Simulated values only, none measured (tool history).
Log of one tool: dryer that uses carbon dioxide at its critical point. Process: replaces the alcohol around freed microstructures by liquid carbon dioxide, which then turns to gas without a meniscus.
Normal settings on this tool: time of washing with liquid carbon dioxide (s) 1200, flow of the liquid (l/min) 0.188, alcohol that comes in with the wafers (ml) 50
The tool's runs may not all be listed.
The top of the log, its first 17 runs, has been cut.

run,hour,time of washing with liquid carbon dioxide (s),flow of the liquid (l/min),alcohol that comes in with the wafers (ml),alcohol left in the vessel before it's heated (ppm by volume)
18,625.2,1200,0.188,25,233
19,648.1,1200,0.188,25,235
20,672.3,1200,0.188,25,256
# hour 701.8: inlet filter changed
21,706.5,960,0.135,22,1687
22,738.3,960,0.119,38,4363
23,787.8,960,0.121,111,12364
24,812.1,960,0.121,111,12853
25,848,960,0.121,111,13282
26,887.4,1200,0.149,44,1191
27,928.7,1200,0.188,44,397
28,971.3,1200,0.188,44,433
# hour 1007.3: inlet filter changed
29,1015,1200,0.188,44,292
30,1053.9,1200,0.188,44,306
31,1085.2,1560,0.139,82,775
32,1129.7,1560,0.139,82,842

For run 33, what comes out?
33,1172.9,1200,0.236,64,?

{"run 33": {"alcohol left in the vessel before it's heated (ppm by volume)": 140}}
Without the tool's hidden state the same run would have given alcohol left in the vessel before it's heated (ppm by volume) 78.
